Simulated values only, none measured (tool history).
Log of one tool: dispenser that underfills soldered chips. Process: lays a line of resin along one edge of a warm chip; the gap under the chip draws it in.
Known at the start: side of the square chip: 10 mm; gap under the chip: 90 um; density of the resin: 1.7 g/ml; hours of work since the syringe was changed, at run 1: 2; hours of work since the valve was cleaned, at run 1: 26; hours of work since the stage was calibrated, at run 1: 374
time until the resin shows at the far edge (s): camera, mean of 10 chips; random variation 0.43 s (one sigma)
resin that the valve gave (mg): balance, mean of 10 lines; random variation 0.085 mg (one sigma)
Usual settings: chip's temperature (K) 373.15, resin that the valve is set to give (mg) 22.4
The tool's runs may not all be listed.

| run | day | chip's temperature (K) | resin that the valve is set to give (mg) | hours of work since the syringe was changed | hours of work since the valve was cleaned | hours of work since the stage was calibrated | time until the resin shows at the far edge (s) | resin that the valve gave (mg) |
|---|---|---|---|---|---|---|---|---|
| 1 | 0.000 | 373.15 | 22.4 | 2 | 26 | 374 | 35.1 | 22.07 |
| 2 | 0.475 | 373.15 | 22.4 | 11 | 35 | 383 | 61.2 | 22.20 |
|  | 0.512 | new syringe of resin |
| 3 | 0.850 | 373.15 | 22.4 | 6 | 42 | 390 | 43.0 | 21.88 |
| 4 | 1.112 | 369.15 | 22.4 | 11 | 47 | 395 | 69.4 | 21.81 |
|  | 1.167 | new syringe of resin |
| 5 | 1.521 | 380.15 | 22.4 | 7 | 55 | 402 | 35.6 | 21.80 |
|  | 1.808 | new syringe of resin |
| 6 | 1.979 | 380.15 | 22.4 | 3 | 63 | 411 | 27.9 | 21.87 |
|  | 2.462 | new syringe of resin |
| 7 | 2.479 | 380.15 | 22.4 | 0 | 72 | 420 | 23.2 | 21.81 |
|  | 2.550 | dispensing valve cleaned and set on the balance |
| 8 | 2.854 | 373.15 | 22.8 | 7 | 6 | 426 | 43.4 | 22.70 |
| 9 | 3.100 | 373.15 | 22.8 | 11 | 10 | 431 | 58.5 | 22.91 |
|  | 3.171 | new syringe of resin |
| 10 | 3.479 | 373.15 | 22.8 | 6 | 17 | 438 | 42.1 | 22.57 |
|  | 3.821 | new syringe of resin |
| 11 | 3.958 | 373.15 | 22.8 | 3 | 26 | 447 | 32.5 | 22.61 |
| 12 | 4.329 | 373.15 | 22.8 | 10 | 33 | 454 | 52.2 | 22.58 |
|  | 4.479 | new syringe of resin |
|  | 4.779 | stage's temperature calibrated |
| 13 | 4.825 | 372.15 | 28.6 | 6 | 42 | 1 | 43.8 | 27.98 |
| 14 | 5.108 | 372.15 | 28.6 | 11 | 47 | 6 | 61.2 | 28.02 |
|  | 5.179 | new syringe of resin |
| 15 | 5.588 | 367.15 | 28.0 | 8 | 56 | 15 | 61.3 | 27.36 |
|  | 5.821 | new syringe of resin |
| 16 | 6.008 | 373.15 | 20.2 | 4 | 64 | 23 | 39.4 | 19.71 |
| 17 | 6.221 | 378.15 | 27.9 | 8 | 68 | 27 | 41.3 | 27.09 |
|  | 6.475 | new syringe of resin |
| 18 | 6.475 | 378.15 | 25.4 | 0 | 72 | 31 | 24.7 | 24.75 |
|  | 6.562 | dispensing valve cleaned and set on the balance |
| 19 | 6.983 | 378.15 | 25.4 | 9 | 8 | 40 | 43.9 | 25.22 |
|  | 7.167 | new syringe of resin |
| 20 | 7.312 | 378.15 | 25.4 | 3 | 14 | 46 | 29.6 | 25.29 |
| 21 | 7.533 | 378.15 | 25.4 | 7 | 18 | 51 | 39.8 | 25.20 |

Measured less the same run without the tool's hidden state. The same run-to-run variation is in both; the gauge's scatter may not be:
The hidden state here: resin's viscosity, % of fresh resin's; dose that the valve gives, % of what is set; true chip temperature over the reading, C; drift of the gauge itself on fill_s, %; drift of the gauge itself on given_mg, %.
| run | time until the resin shows at the far edge (s) | resin that the valve gave (mg) |
|---|---|---|
| 1 | +4.1 | -0.26 |
| 2 | +30.3 | -0.35 |
| 3 | +12.4 | -0.42 |
| 4 | +33.2 | -0.47 |
| 5 | +11.4 | -0.55 |
| 6 | +4.0 | -0.64 |
| 7 | -0.8 | -0.73 |
| 8 | +12.8 | -0.05 |
| 9 | +27.7 | -0.10 |
| 10 | +11.0 | -0.17 |
| 11 | +2.9 | -0.26 |
| 12 | +21.5 | -0.32 |
| 13 | +12.7 | -0.49 |
| 14 | +30.1 | -0.57 |
| 15 | +23.7 | -0.66 |
| 16 | +8.0 | -0.55 |
| 17 | +15.3 | -0.79 |
| 18 | +0.2 | -0.77 |
| 19 | +18.9 | -0.08 |
| 20 | +4.4 | -0.15 |
| 21 | +13.5 | -0.20 |
